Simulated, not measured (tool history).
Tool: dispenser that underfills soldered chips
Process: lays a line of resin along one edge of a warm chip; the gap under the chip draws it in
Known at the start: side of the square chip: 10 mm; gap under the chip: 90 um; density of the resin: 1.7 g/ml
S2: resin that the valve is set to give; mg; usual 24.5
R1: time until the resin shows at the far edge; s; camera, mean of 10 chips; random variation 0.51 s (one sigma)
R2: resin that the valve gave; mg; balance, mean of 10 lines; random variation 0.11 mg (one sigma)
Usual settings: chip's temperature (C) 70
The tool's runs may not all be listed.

Run 1, hour 0: usual settings. Result: R1 48.6 s, R2 22.8 mg.
Run 2, hour 3.8: usual settings but chip's temperature (C) 60. Result: R1 82.1 s, R2 22.62 mg.
Run 3, hour 7.3: usual settings but chip's temperature (C) 60. Result: R1 97.7 s, R2 22.41 mg.
At hour 10.1: new syringe of resin.
Run 4, hour 12.5: usual settings but chip's temperature (C) 60. Result: R1 65.1 s, R2 22.51 mg.
Run 5, hour 16.1: usual settings. Result: R1 58 s, R2 22.45 mg.
Run 6, hour 21.8: usual settings. Result: R1 76.9 s, R2 22.3 mg.
At hour 23.9: new syringe of resin.
Run 7, hour 25.9: usual settings. Result: R1 46.3 s, R2 22.25 mg.
Run 8, hour 30.3: usual settings. Result: R1 58.3 s, R2 22.24 mg.
Run 9, hour 34.8: usual settings but chip's temperature (C) 58, S2 31.4 mg. Result: R1 103.1 s, R2 28.41 mg.
Run 10, hour 37.1: usual settings but chip's temperature (C) 80, S2 22.2 mg. Result: R1 62 s, R2 19.78 mg.
At hour 37.8: new syringe of resin.
Run 11, hour 41.5: usual settings but chip's temperature (C) 74, S2 20.9 mg. Result: R1 47 s, R2 18.76 mg.
Run 12, hour 44.9: usual settings but chip's temperature (C) 74, S2 20.9 mg. Result: R1 54.9 s, R2 18.75 mg.
Run 13, hour 49.2: usual settings but chip's temperature (C) 58. Result: R1 109.2 s, R2 21.79 mg.
At hour 51.6: new syringe of resin.
Run 14, hour 52.9: usual settings but chip's temperature (C) 67, S2 24.9 mg. Result: R1 48.9 s, R2 21.95 mg.
Run 15, hour 57.7: usual settings but chip's temperature (C) 78. Result: R1 45.8 s, R2 21.57 mg.

3 ways to go on from here, each from the tool as it stands after run 15. What would each give?
Run A, hour 60: usual settings but chip's temperature (C) 84, S2 31.2 mg. Result: R1 ?, R2 ?.
Run B, hour 60: usual settings but chip's temperature (C) 56, S2 25.6 mg. Result: R1 ?, R2 ?.
Run C, hour 60: usual settings but chip's temperature (C) 63. Result: R1 ?, R2 ?.

run    R1     R2
  A  41.3  27.48
  B    99  22.75
  C  80.3  21.72
Without the tool's hidden state the same runs would have given:
run    R1     R2
  A  27.2  31.11
  B  64.9  25.74
  C  52.2  24.57
